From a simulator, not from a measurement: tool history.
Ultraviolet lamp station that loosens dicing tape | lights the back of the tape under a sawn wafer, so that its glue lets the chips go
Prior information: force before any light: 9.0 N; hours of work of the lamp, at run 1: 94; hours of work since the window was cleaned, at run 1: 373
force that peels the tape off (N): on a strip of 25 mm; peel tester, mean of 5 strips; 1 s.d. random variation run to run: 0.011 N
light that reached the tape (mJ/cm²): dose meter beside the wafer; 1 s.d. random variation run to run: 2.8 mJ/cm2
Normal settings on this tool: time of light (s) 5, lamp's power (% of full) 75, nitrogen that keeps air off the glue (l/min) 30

run   hour  time of light (s)  lamp's power (% of full)  nitrogen that keeps air off the glue (l/min)  hours of work of the lamp  hours of work since the window was cleaned  force that peels the tape off (N)  light that reached the tape (mJ/cm²)
  1    0.0                  5                        75                                            30                         94                                         373                              0.627                                   359
  2    8.0                  5                        75                                            25                         99                                         379                              0.777                                   352
  3   16.5                  5                        75                                            25                        105                                         384                              0.787                                   350
  4   20.9                  5                        75                                            25                        108                                         387                              0.784                                   352
  5   28.3                  5                        75                                            25                        113                                         392                              0.801                                   353
  6   35.2                  5                        75                                            30                        118                                         397                              0.670                                   352
  7   44.2                  5                        76                                            30                        124                                         403                              0.658                                   361
  8   49.6                  5                        76                                             9                        127                                         407                              1.647                                   354
  9   55.1                  5                        76                                             9                        131                                         410                              1.685                                   355
 10   59.8                  5                        75                                            30                        134                                         414                              0.649                                   348
      62.2  -- window cleaned of glue's vapour
 11   69.4                  5                        75                                            30                        140                                           5                              0.532                                   374
 12   77.5                  5                        98                                            30                        146                                          10                              0.315                                   497
 13   84.6                  5                        60                                            12                        151                                          15                              1.806                                   300
 14   93.5                  3                        81                                            18                        157                                          21                              1.901                                   243
 15   98.2                  6                        65                                            12                        160                                          24                              1.145                                   389
 16  102.2                  7                        81                                            12                        163                                          27                              0.516                                   568
 17  107.6                  3                        91                                            30                        166                                          31                              1.151                                   269
 18  115.3                  3                        91                                            30                        171                                          36                              1.093                                   274
 19  119.5                  8                        83                                            30                        174                                          39                              0.195                                   656
 20  126.1                  5                        99                                            14                        179                                          43                              0.612                                   497
 21  131.5                  9                        88                                            22                        182                                          47                              0.180                                   787
 22  137.8                  5                        99                                            22                        187                                          51                              0.407                                   490
 23  141.5                  6                        99                                            25                        189                                          54                              0.257                                   594
 24  150.5                  8                        76                                            22                        195                                          60                              0.265                                   595

Each row is a separate what-if for the run after 24, all from the same tool condition, not one after another. Results?
  A  156.7                  8                        76                                             9                        199                                          64                                  ?                                     ?
  B  156.7                  5                        75                                            32                        199                                          64                                  ?                                     ?
  C  156.7                  3                        70                                            30                        199                                          64                                  ?                                     ?
  D  156.7                 10                        75                                            19                        199                                          64                                  ?                                     ?

run  force that peels the tape off (N)  light that reached the tape (mJ/cm²)
  A                              0.572                                   599
  B                              0.578                                   364
  C                              1.829                                   211
  D                              0.194                                   736
Without the tool's hidden state the same runs would have given:
run  force that peels the tape off (N)  light that reached the tape (mJ/cm²)
  A                              0.458                                   660
  B                              0.463                                   401
  C                              1.571                                   232
  D                              0.170                                   810
